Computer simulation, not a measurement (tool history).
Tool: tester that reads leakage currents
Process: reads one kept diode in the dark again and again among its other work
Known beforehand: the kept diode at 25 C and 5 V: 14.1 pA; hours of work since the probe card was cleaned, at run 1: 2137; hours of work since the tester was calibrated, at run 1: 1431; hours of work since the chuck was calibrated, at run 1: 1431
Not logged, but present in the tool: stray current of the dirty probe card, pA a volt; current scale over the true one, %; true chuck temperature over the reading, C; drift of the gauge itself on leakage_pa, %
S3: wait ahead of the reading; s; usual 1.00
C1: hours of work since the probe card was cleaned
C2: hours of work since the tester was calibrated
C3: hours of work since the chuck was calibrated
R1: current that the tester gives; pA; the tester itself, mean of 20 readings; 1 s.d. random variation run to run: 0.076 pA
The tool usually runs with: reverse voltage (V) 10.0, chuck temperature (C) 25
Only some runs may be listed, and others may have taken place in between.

{"run": 1, "day": 0.0, "reverse voltage (V)": 10.0, "chuck temperature (C)": 25, "S3": 1.0, "C1": 2137, "C2": 1431, "C3": 1431, "R1": 22.16}
{"run": 2, "day": 6.842, "reverse voltage (V)": 10.0, "chuck temperature (C)": 25, "S3": 1.0, "C1": 2234, "C2": 1528, "C3": 1528, "R1": 22.5}
{"run": 3, "day": 13.633, "reverse voltage (V)": 10.0, "chuck temperature (C)": 25, "S3": 1.0, "C1": 2329, "C2": 1623, "C3": 1623, "R1": 22.47}
{"run": 4, "day": 19.033, "reverse voltage (V)": 10.0, "chuck temperature (C)": 35, "S3": 1.0, "C1": 2405, "C2": 1699, "C3": 1699, "R1": 42.76}
{"run": 5, "day": 27.846, "reverse voltage (V)": 10.0, "chuck temperature (C)": 45, "S3": 1.0, "C1": 2529, "C2": 1823, "C3": 1823, "R1": 80.33}
{"run": 6, "day": 31.933, "reverse voltage (V)": 10.0, "chuck temperature (C)": 25, "S3": 1.0, "C1": 2587, "C2": 1881, "C3": 1881, "R1": 23.05}
{"run": 7, "day": 38.133, "reverse voltage (V)": 10.0, "chuck temperature (C)": 25, "S3": 1.0, "C1": 2674, "C2": 1968, "C3": 1968, "R1": 23.15}
{"run": 8, "day": 43.692, "reverse voltage (V)": 10.0, "chuck temperature (C)": 25, "S3": 1.0, "C1": 2752, "C2": 2046, "C3": 2046, "R1": 23.35}
{"run": 9, "day": 50.421, "reverse voltage (V)": 10.0, "chuck temperature (C)": 47, "S3": 1.0, "C1": 2847, "C2": 2141, "C3": 2141, "R1": 92.16}
{"run": 10, "day": 58.692, "reverse voltage (V)": 10.0, "chuck temperature (C)": 47, "S3": 1.0, "C1": 2963, "C2": 2257, "C3": 2257, "R1": 92.55}
{"run": 11, "day": 65.192, "reverse voltage (V)": 10.0, "chuck temperature (C)": 39, "S3": 1.0, "C1": 3055, "C2": 2349, "C3": 2349, "R1": 57.13}
{"day": 66.117, "done": "chuck's temperature calibrated"}
{"day": 66.767, "done": "tester calibrated"}
{"run": 12, "day": 73.046, "reverse voltage (V)": 10.0, "chuck temperature (C)": 25, "S3": 1.0, "C1": 3163, "C2": 88, "C3": 96, "R1": 21.68}
{"day": 75.454, "done": "probe card cleaned and baked"}
{"run": 13, "day": 77.196, "reverse voltage (V)": 10.0, "chuck temperature (C)": 25, "S3": 1.13, "C1": 25, "C2": 145, "C3": 153, "R1": 19.26}
{"run": 14, "day": 84.804, "reverse voltage (V)": 1.5, "chuck temperature (C)": 25, "S3": 1.87, "C1": 132, "C2": 252, "C3": 260, "R1": 9.58}
{"run": 15, "day": 93.35, "reverse voltage (V)": 1.5, "chuck temperature (C)": 25, "S3": 1.87, "C1": 252, "C2": 372, "C3": 380, "R1": 9.7}
{"run": 16, "day": 98.121, "reverse voltage (V)": 10.0, "chuck temperature (C)": 44, "S3": 0.99, "C1": 319, "C2": 439, "C3": 447, "R1": 68.59}
{"run": 17, "day": 103.412, "reverse voltage (V)": 4.0, "chuck temperature (C)": 30, "S3": 1.01, "C1": 393, "C2": 514, "C3": 522, "R1": 19.81}
{"run": 18, "day": 109.404, "reverse voltage (V)": 4.0, "chuck temperature (C)": 30, "S3": 1.01, "C1": 478, "C2": 598, "C3": 606, "R1": 19.89}
{"run": 19, "day": 115.171, "reverse voltage (V)": 4.0, "chuck temperature (C)": 30, "S3": 1.01, "C1": 559, "C2": 679, "C3": 687, "R1": 20.04}
{"run": 20, "day": 123.971, "reverse voltage (V)": 12.7, "chuck temperature (C)": 25, "S3": 1.38, "C1": 683, "C2": 803, "C3": 811, "R1": 22.29}
{"run": 21, "day": 133.762, "reverse voltage (V)": 12.7, "chuck temperature (C)": 42, "S3": 0.55, "C1": 820, "C2": 941, "C3": 949, "R1": 69.18}
{"run": 22, "day": 142.196, "reverse voltage (V)": 4.5, "chuck temperature (C)": 24, "S3": 2.81, "C1": 939, "C2": 1060, "C3": 1068, "R1": 14.12}
{"run": 23, "day": 151.567, "reverse voltage (V)": 4.5, "chuck temperature (C)": 24, "S3": 2.81, "C1": 1071, "C2": 1191, "C3": 1199, "R1": 14.18}
{"run": 24, "day": 155.608, "reverse voltage (V)": 4.5, "chuck temperature (C)": 24, "S3": 2.81, "C1": 1128, "C2": 1248, "C3": 1256, "R1": 14.18}

Alternative continuations, all from the tool just after run 24; predict every row:
{"run": "A", "day": 163.788, "reverse voltage (V)": 3.6, "chuck temperature (C)": 24, "S3": 7.61, "C1": 1243, "C2": 1363, "C3": 1371, "R1": "?"}
{"run": "B", "day": 163.788, "reverse voltage (V)": 10.0, "chuck temperature (C)": 25, "S3": 0.51, "C1": 1243, "C2": 1363, "C3": 1371, "R1": "?"}
{"run": "C", "day": 163.788, "reverse voltage (V)": 6.1, "chuck temperature (C)": 39, "S3": 1.0, "C1": 1243, "C2": 1363, "C3": 1371, "R1": "?"}

run=A R1=13.15
run=B R1=22.48
run=C R1=44.29
With the hidden condition removed and each run's random variation left untouched, the same runs would have given:
run=A R1=11.79
run=B R1=19.91
run=C R1=40.62

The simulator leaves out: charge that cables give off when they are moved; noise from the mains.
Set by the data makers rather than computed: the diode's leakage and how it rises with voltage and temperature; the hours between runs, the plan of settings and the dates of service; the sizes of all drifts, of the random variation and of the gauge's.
